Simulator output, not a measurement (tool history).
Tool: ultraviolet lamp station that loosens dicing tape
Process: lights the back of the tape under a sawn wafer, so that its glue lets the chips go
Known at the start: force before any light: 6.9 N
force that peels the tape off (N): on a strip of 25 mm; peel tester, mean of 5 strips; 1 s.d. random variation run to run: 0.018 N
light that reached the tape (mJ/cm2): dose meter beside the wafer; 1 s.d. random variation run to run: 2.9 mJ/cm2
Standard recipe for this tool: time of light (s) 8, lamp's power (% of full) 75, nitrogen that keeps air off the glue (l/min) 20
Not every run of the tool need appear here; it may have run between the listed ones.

| run | hour | time of light (s) | lamp's power (% of full) | nitrogen that keeps air off the glue (l/min) | force that peels the tape off (N) | light that reached the tape (mJ/cm2) |
|---|---|---|---|---|---|---|
| 1 | 0 | 8 | 75 | 20 | 1.292 | 332 |
| 2 | 45.5 | 8 | 75 | 20 | 1.328 | 330 |
| 3 | 78.6 | 8 | 75 | 34 | 0.934 | 323 |
| 4 | 156.8 | 8 | 75 | 34 | 0.991 | 321 |
| 5 | 230.6 | 8 | 75 | 34 | 1.021 | 305 |
| 6 | 265.6 | 8 | 75 | 34 | 1.033 | 311 |
| 7 | 325.6 | 8 | 75 | 34 | 1.072 | 300 |
| 8 | 373.4 | 5 | 75 | 20 | 2.582 | 187 |
| 9 | 451.3 | 8 | 75 | 40 | 1.043 | 287 |
|  | 508.4 | window cleaned of glue's vapour |
| 10 | 514.2 | 8 | 75 | 40 | 0.893 | 326 |
| 11 | 552 | 8 | 75 | 24 | 1.191 | 318 |
| 12 | 595.4 | 8 | 75 | 24 | 1.211 | 316 |
| 13 | 651.2 | 8 | 75 | 24 | 1.237 | 309 |
| 14 | 712.8 | 8 | 75 | 24 | 1.312 | 308 |
| 15 | 750.8 | 8 | 82 | 24 | 1.133 | 328 |
| 16 | 822.2 | 8 | 82 | 24 | 1.177 | 325 |
| 17 | 881.9 | 8 | 82 | 12 | 1.768 | 315 |
| 18 | 933.6 | 13 | 75 | 20 | 0.689 | 453 |
| 19 | 976 | 6 | 75 | 17 | 2.533 | 212 |
| 20 | 1033.8 | 6 | 75 | 17 | 2.5 | 208 |
| 21 | 1089.8 | 6 | 75 | 17 | 2.535 | 202 |
| 22 | 1127.4 | 8 | 81 | 20 | 1.512 | 287 |
| 23 | 1163.4 | 9 | 81 | 20 | 1.319 | 320 |
| 24 | 1236.2 | 7 | 71 | 22 | 2.186 | 214 |
| 25 | 1273.1 | 7 | 71 | 22 | 2.213 | 212 |
| 26 | 1336.5 | 10 | 99 | 20 | 0.877 | 411 |
| 27 | 1381.4 | 13 | 95 | 20 | 0.611 | 503 |
|  | 1439.8 | lamp changed |
| 28 | 1443.7 | 8 | 75 | 8 | 1.917 | 355 |
|  | 1473.4 | window cleaned of glue's vapour |
| 29 | 1502.3 | 8 | 75 | 8 | 1.61 | 400 |
| 30 | 1553.5 | 8 | 75 | 8 | 1.687 | 402 |
| 31 | 1614.4 | 9 | 71 | 20 | 0.86 | 411 |
| 32 | 1656.2 | 9 | 71 | 20 | 0.868 | 406 |

What if the next run were any one of these 4? Each begins from the tool's condition after run 32:
| A | 1697.1 | 11 | 77 | 15 | ? | ? |
| B | 1697.1 | 9 | 63 | 7 | ? | ? |
| C | 1697.1 | 9 | 71 | 24 | ? | ? |
| D | 1697.1 | 16 | 78 | 17 | ? | ? |

| run | force that peels the tape off (N) | light that reached the tape (mJ/cm2) |
|---|---|---|
| A | 0.669 | 539 |
| B | 2.059 | 359 |
| C | 0.805 | 405 |
| D | 0.303 | 793 |
The same runs, with their run-to-run variation unchanged, on a tool lacking any hidden condition would have given:
| run | force that peels the tape off (N) | light that reached the tape (mJ/cm2) |
|---|---|---|
| A | 0.583 | 578 |
| B | 1.89 | 386 |
| C | 0.705 | 436 |
| D | 0.274 | 852 |

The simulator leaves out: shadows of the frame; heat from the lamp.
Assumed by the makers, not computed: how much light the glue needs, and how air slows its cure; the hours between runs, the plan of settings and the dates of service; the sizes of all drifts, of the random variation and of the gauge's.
